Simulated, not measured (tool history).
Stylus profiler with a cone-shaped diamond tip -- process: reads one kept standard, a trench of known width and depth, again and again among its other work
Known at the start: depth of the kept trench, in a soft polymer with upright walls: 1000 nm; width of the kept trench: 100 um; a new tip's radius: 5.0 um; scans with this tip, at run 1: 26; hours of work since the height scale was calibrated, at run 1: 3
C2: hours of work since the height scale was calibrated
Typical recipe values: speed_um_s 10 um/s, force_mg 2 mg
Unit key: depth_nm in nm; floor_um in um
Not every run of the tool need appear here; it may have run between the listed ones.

Run 1, hour 0: usual settings; scans with this tip 26; C2 3. Result: depth_nm 1013.89 nm, floor_um 93.88 um.
Run 2, hour 19: usual settings but force_mg 2.68 mg; scans with this tip 108; C2 12. Result: depth_nm 1016.65 nm, floor_um 93.76 um.
Run 3, hour 41.3: usual settings but force_mg 2.68 mg; scans with this tip 205; C2 22. Result: depth_nm 1016.4 nm, floor_um 93.71 um.
Run 4, hour 63.9: usual settings but force_mg 1.91 mg; scans with this tip 302; C2 32. Result: depth_nm 1013.5 nm, floor_um 93.67 um.
Run 5, hour 84.9: usual settings; scans with this tip 393; C2 42. Result: depth_nm 1013.72 nm, floor_um 93.59 um.
Run 6, hour 112.3: usual settings but force_mg 0.9 mg; scans with this tip 511; C2 55. Result: depth_nm 1008.01 nm, floor_um 93.54 um.
Run 7, hour 140.7: usual settings but force_mg 0.9 mg; scans with this tip 634; C2 68. Result: depth_nm 1007.59 nm, floor_um 93.36 um.
Run 8, hour 160.1: usual settings but force_mg 0.9 mg; scans with this tip 717; C2 77. Result: depth_nm 1007.97 nm, floor_um 93.31 um.
Run 9, hour 186.8: usual settings but speed_um_s 2 um/s; scans with this tip 833; C2 89. Result: depth_nm 1013.4 nm, floor_um 93.26 um.
Run 10, hour 213.8: usual settings but speed_um_s 2 um/s; scans with this tip 949; C2 102. Result: depth_nm 1013.75 nm, floor_um 93.21 um.
Run 11, hour 243.7: usual settings but speed_um_s 2 um/s; scans with this tip 1078; C2 116. Result: depth_nm 1013.85 nm, floor_um 93.11 um.
Run 12, hour 268.3: usual settings but speed_um_s 2 um/s; scans with this tip 1185; C2 127. Result: depth_nm 1013.44 nm, floor_um 93.04 um.
Run 13, hour 281.1: usual settings but speed_um_s 3 um/s; scans with this tip 1240; C2 133. Result: depth_nm 1013.46 nm, floor_um 93.04 um.
Run 14, hour 297.7: usual settings but speed_um_s 3 um/s; scans with this tip 1311; C2 141. Result: depth_nm 1013.65 nm, floor_um 92.99 um.
Run 15, hour 316.8: usual settings but speed_um_s 3 um/s; scans with this tip 1394; C2 149. Result: depth_nm 1013.12 nm, floor_um 92.91 um.
Run 16, hour 342.9: usual settings but speed_um_s 3 um/s; scans with this tip 1507; C2 161. Result: depth_nm 1013.79 nm, floor_um 92.83 um.
Run 17, hour 364.9: usual settings but speed_um_s 2 um/s, force_mg 0.97 mg; scans with this tip 1602; C2 172. Result: depth_nm 1008.43 nm, floor_um 92.75 um.
Run 18, hour 394.5: usual settings but speed_um_s 7 um/s, force_mg 2.6 mg; scans with this tip 1729; C2 185. Result: depth_nm 1016.23 nm, floor_um 92.69 um.
Run 19, hour 408.6: usual settings but speed_um_s 7 um/s, force_mg 2.6 mg; scans with this tip 1790; C2 192. Result: depth_nm 1015.77 nm, floor_um 92.67 um.
Run 20, hour 428.7: usual settings but speed_um_s 4 um/s, force_mg 3.89 mg; scans with this tip 1877; C2 201. Result: depth_nm 1021.46 nm, floor_um 92.6 um.
Run 21, hour 457.3: usual settings but speed_um_s 13 um/s, force_mg 2.29 mg; scans with this tip 2001; C2 214. Result: depth_nm 1015.01 nm, floor_um 92.58 um.
At hour 459.5: height scale calibrated on a step standard.
Run 22, hour 483.2: usual settings but speed_um_s 13 um/s, force_mg 2.29 mg; scans with this tip 2110; C2 11. Result: depth_nm 1015.06 nm, floor_um 92.43 um.
Run 23, hour 500.5: usual settings but speed_um_s 13 um/s, force_mg 2.29 mg; scans with this tip 2185; C2 19. Result: depth_nm 1014.22 nm, floor_um 92.37 um.
At hour 503.9: height scale calibrated on a step standard, once more.
Run 24, hour 515: usual settings but speed_um_s 6 um/s, force_mg 5.63 mg; scans with this tip 2245; C2 5. Result: depth_nm 1027.65 nm, floor_um 92.33 um.
Run 25, hour 538.2: usual settings but speed_um_s 7 um/s, force_mg 4.21 mg; scans with this tip 2345; C2 16. Result: depth_nm 1022.64 nm, floor_um 92.27 um.
Run 26, hour 565: usual settings but speed_um_s 7 um/s, force_mg 4.21 mg; scans with this tip 2461; C2 28. Result: depth_nm 1022.25 nm, floor_um 92.22 um.
Run 27, hour 594.5: usual settings but speed_um_s 30 um/s, force_mg 2.16 mg; scans with this tip 2588; C2 42. Result: depth_nm 1013.96 nm, floor_um 92.14 um.
Run 28, hour 624.2: usual settings but speed_um_s 30 um/s, force_mg 2.16 mg; scans with this tip 2717; C2 56. Result: depth_nm 1014.35 nm, floor_um 91.99 um.
Run 29, hour 655.5: usual settings but speed_um_s 15 um/s, force_mg 2.16 mg; scans with this tip 2852; C2 70. Result: depth_nm 1013.96 nm, floor_um 91.97 um.
Run 30, hour 677.8: usual settings but speed_um_s 30 um/s, force_mg 5.04 mg; scans with this tip 2948; C2 80. Result: depth_nm 1025.5 nm, floor_um 91.99 um.
Run 31, hour 698.4: usual settings but speed_um_s 30 um/s, force_mg 5.04 mg; scans with this tip 3037; C2 90. Result: depth_nm 1025.89 nm, floor_um 91.87 um.
Run 32, hour 719.6: usual settings but speed_um_s 3 um/s, force_mg 2.62 mg; scans with this tip 3129; C2 100. Result: depth_nm 1016.21 nm, floor_um 91.82 um.

3 options for the next run, each taken on its own from the tool as it stands now. Forecast them:
Run A, hour 733.4: usual settings but speed_um_s 36 um/s, force_mg 5.13 mg; scans with this tip 3188; C2 106. Result: depth_nm ?, floor_um ?.
Run B, hour 733.4: usual settings but speed_um_s 30 um/s, force_mg 0.73 mg; scans with this tip 3188; C2 106. Result: depth_nm ?, floor_um ?.
Run C, hour 733.4: usual settings but speed_um_s 28 um/s, force_mg 3.93 mg; scans with this tip 3188; C2 106. Result: depth_nm ?, floor_um ?.

run  depth_nm  floor_um
  A   1025.51      91.8
  B   1006.52     91.73
  C   1021.58     91.76
Take away the tool's hidden state, keep each run's random variation, and the runs would have read:
run  depth_nm  floor_um
  A      1026     93.97
  B      1007      93.9
  C   1022.08     93.93

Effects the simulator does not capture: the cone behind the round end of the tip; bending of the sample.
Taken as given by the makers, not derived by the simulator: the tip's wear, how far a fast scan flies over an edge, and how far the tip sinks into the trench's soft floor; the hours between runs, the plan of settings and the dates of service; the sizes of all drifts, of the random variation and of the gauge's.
